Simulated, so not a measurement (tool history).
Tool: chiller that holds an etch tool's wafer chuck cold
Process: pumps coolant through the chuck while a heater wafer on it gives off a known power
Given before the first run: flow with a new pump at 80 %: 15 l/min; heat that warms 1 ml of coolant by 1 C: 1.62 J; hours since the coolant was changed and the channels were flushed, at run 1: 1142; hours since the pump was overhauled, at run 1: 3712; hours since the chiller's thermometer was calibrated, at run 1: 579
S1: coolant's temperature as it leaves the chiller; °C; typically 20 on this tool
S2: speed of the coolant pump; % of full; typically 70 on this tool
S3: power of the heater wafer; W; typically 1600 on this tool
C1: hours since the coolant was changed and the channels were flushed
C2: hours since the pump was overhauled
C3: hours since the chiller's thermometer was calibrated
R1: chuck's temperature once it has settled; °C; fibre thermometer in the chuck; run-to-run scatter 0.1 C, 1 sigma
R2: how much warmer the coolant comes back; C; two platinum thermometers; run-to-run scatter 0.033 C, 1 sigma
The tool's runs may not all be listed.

Run 1, hour 0.0: usual settings; C1 1142; C2 3712; C3 579. Result: R1 42.4 °C, R2 4.59 C.
Run 2, hour 181.8: usual settings; C1 1324; C2 3893; C3 761. Result: R1 42.4 °C, R2 4.70 C.
Run 3, hour 305.3: usual settings but S1 27 °C; C1 1448; C2 4017; C3 884. Result: R1 49.3 °C, R2 4.61 C.
Run 4, hour 420.0: usual settings but S1 27 °C; C1 1562; C2 4132; C3 999. Result: R1 49.3 °C, R2 4.65 C.
Run 5, hour 537.3: usual settings but S1 27 °C; C1 1680; C2 4249; C3 1116. Result: R1 49.5 °C, R2 4.67 C.
Run 6, hour 666.9: usual settings but S2 88 % of full; C1 1809; C2 4379; C3 1246. Result: R1 38.2 °C, R2 3.60 C.
Run 7, hour 869.0: usual settings but S1 11 °C, S2 88 % of full, S3 1102 W; C1 2011; C2 4581; C3 1448. Result: R1 23.4 °C, R2 2.57 C.
Run 8, hour 993.1: usual settings but S1 21 °C, S3 1386 W; C1 2135; C2 4705; C3 1572. Result: R1 40.6 °C, R2 4.10 C.
Run 9, hour 1168.1: usual settings but S1 24 °C, S2 78 % of full, S3 1111 W; C1 2310; C2 4880; C3 1747. Result: R1 38.0 °C, R2 2.98 C.
Run 10, hour 1375.9: usual settings but S1 24 °C, S2 78 % of full, S3 2127 W; C1 2518; C2 5088; C3 1955. Result: R1 50.8 °C, R2 5.51 C.
Run 11, hour 1502.2: usual settings but S1 24 °C, S2 71 % of full, S3 1890 W; C1 2645; C2 5214; C3 2081. Result: R1 50.1 °C, R2 5.52 C.
Run 12, hour 1633.4: usual settings but S1 24 °C, S2 71 % of full, S3 1868 W; C1 2776; C2 5345; C3 2212. Result: R1 49.9 °C, R2 5.46 C.

For some of the steps in R2 from one run to the next: how much would appear even if the tool had no hidden state, given the settings, what came in and random variation, and how much remains for the hidden state plus any gauge scatter that the measured result and the result without hidden state don't share?
Hidden conditions of the tool in this case: heat passed by the chuck's channels, % of clean ones'; flow at a given pump speed, % of a new pump's; coolant's true temperature over the reading, C; drift of the gauge itself on chuck_c, C; drift of the gauge itself on warmer_back_c, C.
Run 1 -> 2: no setting changed, nothing entered. R2 +0.11 C: hidden state +0.02, all else +0.09.
Run 9 -> 10: S3 1111 -> 2127. R2 +2.53 C: hidden state +0.02, all else +2.51.

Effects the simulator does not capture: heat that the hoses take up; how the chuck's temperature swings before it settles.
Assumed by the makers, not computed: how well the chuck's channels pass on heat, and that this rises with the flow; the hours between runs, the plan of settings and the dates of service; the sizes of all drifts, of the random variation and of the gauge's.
